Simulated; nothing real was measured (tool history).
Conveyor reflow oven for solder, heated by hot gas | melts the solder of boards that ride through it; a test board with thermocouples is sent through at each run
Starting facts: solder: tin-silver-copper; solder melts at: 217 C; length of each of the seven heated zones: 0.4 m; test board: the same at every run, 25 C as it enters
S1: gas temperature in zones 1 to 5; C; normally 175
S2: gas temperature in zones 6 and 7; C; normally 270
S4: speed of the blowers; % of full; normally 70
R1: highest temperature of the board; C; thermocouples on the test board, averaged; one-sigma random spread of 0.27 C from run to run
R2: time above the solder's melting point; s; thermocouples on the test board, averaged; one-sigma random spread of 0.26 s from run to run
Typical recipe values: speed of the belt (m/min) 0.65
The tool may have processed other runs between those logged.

run 1 hour=0 | S1=175 S2=270 speed_of_the_belt_(m/min)=0.65 S4=70 | R1=253.9 R2=57.8
run 2 hour=23.3 | S1=175 S2=270 speed_of_the_belt_(m/min)=0.65 S4=70 | R1=254.4 R2=57.9
run 3 hour=38.1 | S1=175 S2=270 speed_of_the_belt_(m/min)=0.65 S4=70 | R1=254.3 R2=58.1
run 4 hour=57 | S1=175 S2=267 speed_of_the_belt_(m/min)=0.65 S4=70 | R1=251.3 R2=55.5
run 5 hour=72.6 | S1=175 S2=267 speed_of_the_belt_(m/min)=0.65 S4=70 | R1=251.7 R2=56.3
-- hour=91.1 flux residue cleaned out of gas plates and filters
run 6 hour=104.1 | S1=180 S2=270 speed_of_the_belt_(m/min)=0.65 S4=70 | R1=256.6 R2=61.6
run 7 hour=125.5 | S1=178 S2=270 speed_of_the_belt_(m/min)=0.587 S4=70 | R1=258.7 R2=69.4
run 8 hour=141.6 | S1=186 S2=270 speed_of_the_belt_(m/min)=0.65 S4=70 | R1=257.2 R2=64.3
run 9 hour=156.8 | S1=186 S2=270 speed_of_the_belt_(m/min)=0.65 S4=70 | R1=256.9 R2=64.7
run 10 hour=177.3 | S1=175 S2=265 speed_of_the_belt_(m/min)=0.677 S4=61 | R1=247.7 R2=50.4
run 11 hour=198.2 | S1=186 S2=263 speed_of_the_belt_(m/min)=0.677 S4=61 | R1=248.1 R2=55.2
-- hour=207.4 belt drive overhauled, speed set with a stopwatch
run 12 hour=214 | S1=186 S2=263 speed_of_the_belt_(m/min)=0.677 S4=61 | R1=248 R2=53.9

Forecast each of these 5 alternatives for the next run:
run A hour=237.7 | S1=173 S2=263 speed_of_the_belt_(m/min)=0.757 S4=61 | R1=? R2=?
run B hour=237.7 | S1=177 S2=263 speed_of_the_belt_(m/min)=0.565 S4=78 | R1=? R2=?
run C hour=237.7 | S1=175 S2=268 speed_of_the_belt_(m/min)=0.548 S4=70 | R1=? R2=?
run D hour=237.7 | S1=176 S2=263 speed_of_the_belt_(m/min)=0.677 S4=61 | R1=? R2=?
run E hour=237.7 | S1=175 S2=258 speed_of_the_belt_(m/min)=0.65 S4=70 | R1=? R2=?

run=A R1=239.8 R2=36.9
run=B R1=253.3 R2=68
run=C R1=257.5 R2=72.1
run=D R1=245.3 R2=47.6
run=E R1=243.7 R2=49.3
Without the tool's unlogged condition, the same runs would have read:
run=A R1=240.8 R2=38.1
run=B R1=253.9 R2=68.7
run=C R1=258.1 R2=72.7
run=D R1=246 R2=48.5
run=E R1=244.4 R2=50.4
